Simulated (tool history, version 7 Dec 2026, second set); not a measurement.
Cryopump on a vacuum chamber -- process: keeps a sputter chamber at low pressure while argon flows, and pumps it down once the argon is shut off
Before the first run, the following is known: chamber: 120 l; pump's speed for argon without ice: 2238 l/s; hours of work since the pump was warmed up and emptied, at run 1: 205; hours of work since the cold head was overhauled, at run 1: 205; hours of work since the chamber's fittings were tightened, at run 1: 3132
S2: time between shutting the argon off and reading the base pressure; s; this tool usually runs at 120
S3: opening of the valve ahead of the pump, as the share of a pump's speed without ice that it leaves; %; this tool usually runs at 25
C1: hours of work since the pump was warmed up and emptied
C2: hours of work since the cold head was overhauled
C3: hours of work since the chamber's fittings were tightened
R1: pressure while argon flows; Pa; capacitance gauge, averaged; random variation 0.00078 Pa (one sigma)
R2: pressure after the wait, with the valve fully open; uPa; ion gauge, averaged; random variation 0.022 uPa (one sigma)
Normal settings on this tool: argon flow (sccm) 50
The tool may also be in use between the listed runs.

run 1 hour=0.0 | argon_flow_(sccm)=50 S2=120 S3=25 | C1=205 C2=205 C3=3132 | R1=0.1556 R2=2.24
run 2 hour=8.6 | argon_flow_(sccm)=50 S2=120 S3=25 | C1=208 C2=208 C3=3136 | R1=0.1572 R2=2.21
run 3 hour=23.8 | argon_flow_(sccm)=50 S2=120 S3=25 | C1=215 C2=215 C3=3142 | R1=0.1563 R2=2.33
run 4 hour=39.2 | argon_flow_(sccm)=50 S2=120 S3=25 | C1=222 C2=222 C3=3149 | R1=0.1563 R2=2.27
run 5 hour=56.2 | argon_flow_(sccm)=50 S2=120 S3=25 | C1=229 C2=229 C3=3156 | R1=0.1570 R2=2.28
run 6 hour=70.7 | argon_flow_(sccm)=50 S2=120 S3=25 | C1=235 C2=235 C3=3162 | R1=0.1573 R2=2.29
run 7 hour=79.7 | argon_flow_(sccm)=50 S2=120 S3=25 | C1=239 C2=239 C3=3166 | R1=0.1578 R2=2.28
run 8 hour=92.4 | argon_flow_(sccm)=48 S2=120 S3=25 | C1=244 C2=244 C3=3172 | R1=0.1498 R2=2.33
run 9 hour=100.3 | argon_flow_(sccm)=48 S2=46 S3=25 | C1=248 C2=248 C3=3175 | R1=0.1525 R2=3.19
run 10 hour=116.2 | argon_flow_(sccm)=48 S2=46 S3=25 | C1=255 C2=255 C3=3182 | R1=0.1514 R2=3.17
run 11 hour=128.6 | argon_flow_(sccm)=66 S2=120 S3=17 | C1=260 C2=260 C3=3187 | R1=0.3016 R2=2.32
run 12 hour=138.8 | argon_flow_(sccm)=28 S2=104 S3=49 | C1=264 C2=264 C3=3192 | R1=0.0470 R2=2.43
run 13 hour=147.8 | argon_flow_(sccm)=81 S2=120 S3=42 | C1=268 C2=268 C3=3196 | R1=0.1572 R2=2.38
run 14 hour=166.3 | argon_flow_(sccm)=96 S2=214 S3=36 | C1=276 C2=276 C3=3203 | R1=0.2164 R2=2.05
run 15 hour=184.3 | argon_flow_(sccm)=96 S2=214 S3=36 | C1=284 C2=284 C3=3211 | R1=0.2161 R2=2.07
run 16 hour=192.8 | argon_flow_(sccm)=96 S2=214 S3=36 | C1=288 C2=288 C3=3215 | R1=0.2177 R2=2.14
run 17 hour=204.2 | argon_flow_(sccm)=35 S2=23 S3=46 | C1=293 C2=293 C3=3220 | R1=0.0624 R2=4.74

What if the next run were any one of these 3? Each begins from the tool's condition after run 17:
run A hour=212.0 | argon_flow_(sccm)=35 S2=23 S3=46 | C1=296 C2=296 C3=3223 | R1=? R2=?
run B hour=212.0 | argon_flow_(sccm)=35 S2=258 S3=46 | C1=296 C2=296 C3=3223 | R1=? R2=?
run C hour=212.0 | argon_flow_(sccm)=31 S2=109 S3=43 | C1=296 C2=296 C3=3223 | R1=? R2=?

run=A R1=0.0628 R2=4.69
run=B R1=0.0625 R2=2.08
run=C R1=0.0595 R2=2.35
Had the tool no hidden state, the same runs would have come out as:
run=A R1=0.0574 R2=2.99
run=B R1=0.0570 R2=0.38
run=C R1=0.0546 R2=0.68
